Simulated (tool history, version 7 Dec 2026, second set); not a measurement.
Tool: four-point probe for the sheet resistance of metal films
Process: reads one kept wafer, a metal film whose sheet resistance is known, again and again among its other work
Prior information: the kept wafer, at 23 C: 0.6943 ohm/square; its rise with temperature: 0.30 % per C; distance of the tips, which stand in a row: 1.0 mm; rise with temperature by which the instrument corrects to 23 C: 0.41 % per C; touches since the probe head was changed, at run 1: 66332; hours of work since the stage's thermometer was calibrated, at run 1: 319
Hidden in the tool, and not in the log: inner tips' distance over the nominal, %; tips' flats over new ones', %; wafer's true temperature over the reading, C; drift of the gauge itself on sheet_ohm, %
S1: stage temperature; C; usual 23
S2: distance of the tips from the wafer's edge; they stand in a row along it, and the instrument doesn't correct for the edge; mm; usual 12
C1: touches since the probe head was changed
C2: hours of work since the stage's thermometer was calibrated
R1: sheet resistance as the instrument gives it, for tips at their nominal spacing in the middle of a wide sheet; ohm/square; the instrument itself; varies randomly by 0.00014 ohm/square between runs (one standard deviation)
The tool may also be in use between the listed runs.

run 1 day=0.000 | S1=23 S2=12 | C1=66332 C2=319 | R1=0.696692
run 2 day=2.267 | S1=23 S2=12 | C1=68087 C2=350 | R1=0.696678
run 3 day=3.575 | S1=23 S2=12 | C1=69099 C2=367 | R1=0.696860
run 4 day=6.033 | S1=23 S2=12 | C1=71001 C2=400 | R1=0.696940
run 5 day=8.288 | S1=29 S2=12 | C1=72745 C2=431 | R1=0.692524
run 6 day=10.892 | S1=23 S2=12 | C1=74760 C2=465 | R1=0.696794
run 7 day=13.208 | S1=23 S2=12 | C1=76552 C2=496 | R1=0.696856
run 8 day=15.242 | S1=23 S2=12 | C1=78126 C2=524 | R1=0.696973
run 9 day=16.671 | S1=23 S2=12 | C1=79232 C2=543 | R1=0.696914
run 10 day=18.412 | S1=23 S2=6 | C1=80581 C2=566 | R1=0.704768
run 11 day=19.658 | S1=23 S2=6 | C1=81544 C2=583 | R1=0.704334
-- day=20.383 new probe head fitted
run 12 day=20.917 | S1=23 S2=6 | C1=416 C2=599 | R1=0.704698
run 13 day=22.958 | S1=23 S2=6 | C1=1993 C2=627 | R1=0.704807
run 14 day=25.025 | S1=23 S2=6 | C1=3594 C2=654 | R1=0.704602
run 15 day=27.404 | S1=23 S2=6 | C1=5433 C2=686 | R1=0.704839
run 16 day=29.508 | S1=23 S2=6 | C1=7063 C2=714 | R1=0.704581
run 17 day=31.871 | S1=23 S2=6 | C1=8891 C2=746 | R1=0.704605
run 18 day=33.288 | S1=23 S2=6 | C1=9988 C2=765 | R1=0.704815
run 19 day=34.621 | S1=23 S2=12 | C1=11020 C2=783 | R1=0.696981
run 20 day=36.125 | S1=30 S2=8 | C1=12183 C2=803 | R1=0.695184
run 21 day=38.517 | S1=24 S2=36 | C1=14034 C2=835 | R1=0.694069
run 22 day=39.858 | S1=24 S2=36 | C1=15072 C2=853 | R1=0.694037
run 23 day=41.333 | S1=24 S2=36 | C1=16213 C2=873 | R1=0.694141
run 24 day=43.042 | S1=23 S2=11 | C1=17534 C2=896 | R1=0.697576
run 25 day=45.183 | S1=23 S2=11 | C1=19190 C2=925 | R1=0.697651
run 26 day=46.912 | S1=23 S2=11 | C1=20528 C2=948 | R1=0.697602
run 27 day=49.621 | S1=24 S2=3 | C1=22624 C2=984 | R1=0.732632
run 28 day=52.283 | S1=24 S2=12 | C1=24687 C2=1020 | R1=0.696364
run 29 day=54.412 | S1=24 S2=12 | C1=26332 C2=1048 | R1=0.696254
run 30 day=55.879 | S1=21 S2=38 | C1=27468 C2=1068 | R1=0.696253
run 31 day=57.938 | S1=33 S2=16 | C1=29060 C2=1096 | R1=0.688665
run 32 day=59.488 | S1=31 S2=12 | C1=30261 C2=1116 | R1=0.690937
run 33 day=61.988 | S1=20 S2=12 | C1=32195 C2=1150 | R1=0.699190
run 34 day=63.762 | S1=20 S2=12 | C1=33567 C2=1174 | R1=0.699433
run 35 day=66.325 | S1=21 S2=5 | C1=35552 C2=1208 | R1=0.710728
run 36 day=68.317 | S1=21 S2=5 | C1=37094 C2=1235 | R1=0.710625
run 37 day=70.146 | S1=21 S2=5 | C1=38507 C2=1259 | R1=0.710614
run 38 day=72.700 | S1=34 S2=11 | C1=40484 C2=1293 | R1=0.689292

Take each entry between the runs: how does the hidden state at the last listed run before it differ from the hidden state at the first listed run after it?
Runs 11 to 12: new probe head fitted (day 20.383)
  inner tips' distance over the nominal, %: -0.014 -> 0.017; tips' flats over new ones', %: 3 -> 0
